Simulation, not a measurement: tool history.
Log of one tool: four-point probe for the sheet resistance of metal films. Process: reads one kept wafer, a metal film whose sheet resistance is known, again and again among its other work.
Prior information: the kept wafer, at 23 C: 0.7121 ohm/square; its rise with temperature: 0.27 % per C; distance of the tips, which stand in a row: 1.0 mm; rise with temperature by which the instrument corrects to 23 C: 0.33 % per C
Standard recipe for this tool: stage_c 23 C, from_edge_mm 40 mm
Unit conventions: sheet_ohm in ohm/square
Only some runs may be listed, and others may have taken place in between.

{"run": 1, "hour": 0.0, "stage_c": 23, "from_edge_mm": 40, "sheet_ohm": 0.719294}
{"run": 2, "hour": 75.2, "stage_c": 23, "from_edge_mm": 40, "sheet_ohm": 0.719546}
{"run": 3, "hour": 140.7, "stage_c": 23, "from_edge_mm": 60, "sheet_ohm": 0.719702}
{"run": 4, "hour": 220.3, "stage_c": 23, "from_edge_mm": 60, "sheet_ohm": 0.719985}
{"run": 5, "hour": 278.8, "stage_c": 23, "from_edge_mm": 14, "sheet_ohm": 0.715871}
{"run": 6, "hour": 340.3, "stage_c": 23, "from_edge_mm": 14, "sheet_ohm": 0.715694}
{"run": 7, "hour": 423.0, "stage_c": 29, "from_edge_mm": 40, "sheet_ohm": 0.711824}
{"run": 8, "hour": 526.1, "stage_c": 29, "from_edge_mm": 40, "sheet_ohm": 0.712281}
{"run": 9, "hour": 602.3, "stage_c": 29, "from_edge_mm": 40, "sheet_ohm": 0.712115}
{"run": 10, "hour": 668.8, "stage_c": 29, "from_edge_mm": 40, "sheet_ohm": 0.712768}
{"run": 11, "hour": 729.2, "stage_c": 29, "from_edge_mm": 40, "sheet_ohm": 0.712877}
{"run": 12, "hour": 816.2, "stage_c": 23, "from_edge_mm": 40, "sheet_ohm": 0.716163}
{"run": 13, "hour": 917.3, "stage_c": 35, "from_edge_mm": 40, "sheet_ohm": 0.711001}
{"run": 14, "hour": 983.2, "stage_c": 35, "from_edge_mm": 40, "sheet_ohm": 0.711013}
{"run": 15, "hour": 1071.1, "stage_c": 35, "from_edge_mm": 40, "sheet_ohm": 0.711379}
{"run": 16, "hour": 1144.6, "stage_c": 35, "from_edge_mm": 14, "sheet_ohm": 0.71328}
{"run": 17, "hour": 1204.6, "stage_c": 26, "from_edge_mm": 62, "sheet_ohm": 0.71589}
{"run": 18, "hour": 1307.1, "stage_c": 26, "from_edge_mm": 62, "sheet_ohm": 0.716144}
{"run": 19, "hour": 1367.3, "stage_c": 26, "from_edge_mm": 62, "sheet_ohm": 0.716127}
{"run": 20, "hour": 1420.2, "stage_c": 22, "from_edge_mm": 6, "sheet_ohm": 0.729164}
{"run": 21, "hour": 1480.3, "stage_c": 22, "from_edge_mm": 25, "sheet_ohm": 0.719118}
{"run": 22, "hour": 1555.8, "stage_c": 22, "from_edge_mm": 25, "sheet_ohm": 0.719279}
{"run": 23, "hour": 1625.5, "stage_c": 20, "from_edge_mm": 67, "sheet_ohm": 0.720062}
{"run": 24, "hour": 1690.2, "stage_c": 20, "from_edge_mm": 3, "sheet_ohm": 0.76084}
{"run": 25, "hour": 1760.9, "stage_c": 32, "from_edge_mm": 3, "sheet_ohm": 0.755174}
{"run": 26, "hour": 1818.4, "stage_c": 27, "from_edge_mm": 25, "sheet_ohm": 0.718084}
{"run": 27, "hour": 1895.3, "stage_c": 27, "from_edge_mm": 25, "sheet_ohm": 0.718216}
{"run": 28, "hour": 1950.5, "stage_c": 33, "from_edge_mm": 25, "sheet_ohm": 0.715739}

Removed from this log: 1 entry logged between the listed runs. Between which two listed runs does each belong, and how does the tool's hidden state at the listed run before it compare with that at the listed run after it?
From run 4 to run 5: new probe head fitted (hour 246.2)
  inner tips' distance over the nominal, %: 1.012 -> 0.247; tips' flats over new ones', %: 38 -> 1
  difference, measured minus the result without the unlogged condition, sheet_ohm: +0.007681 -> +0.001763 ohm/square
